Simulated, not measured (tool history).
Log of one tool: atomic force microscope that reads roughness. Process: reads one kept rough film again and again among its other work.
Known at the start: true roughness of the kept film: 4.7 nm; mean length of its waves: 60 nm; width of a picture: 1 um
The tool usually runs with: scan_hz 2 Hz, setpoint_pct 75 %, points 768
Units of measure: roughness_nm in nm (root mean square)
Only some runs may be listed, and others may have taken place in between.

| run | hour | scan_hz | setpoint_pct | points | roughness_nm |
|---|---|---|---|---|---|
| 1 | 0 | 2 | 75 | 768 | 3.952 |
| 2 | 9.5 | 2 | 75 | 824 | 3.926 |
| 3 | 22.3 | 2 | 75 | 824 | 3.946 |
| 4 | 33.1 | 2.5 | 75 | 768 | 3.802 |
|  | 35 | height scale calibrated on a step standard |
|  | 37.9 | new tip fitted |
| 5 | 43.4 | 2 | 75 | 582 | 4.093 |
| 6 | 57.3 | 2 | 76 | 768 | 4.05 |
| 7 | 64.3 | 0.56 | 76 | 589 | 4.413 |
| 8 | 73 | 1.57 | 67 | 570 | 4.267 |
| 9 | 88.2 | 2.95 | 67 | 369 | 4.044 |
| 10 | 97.2 | 2 | 75 | 656 | 3.989 |

Expected results for the next run?
| 11 | 114.2 | 2.32 | 75 | 768 | ? |

Run 11 came out at roughness_nm 3.931 nm (root mean square).
If the tool had no hidden condition, the same run with the same run-to-run variation would have returned roughness_nm 4.043 nm (root mean square).
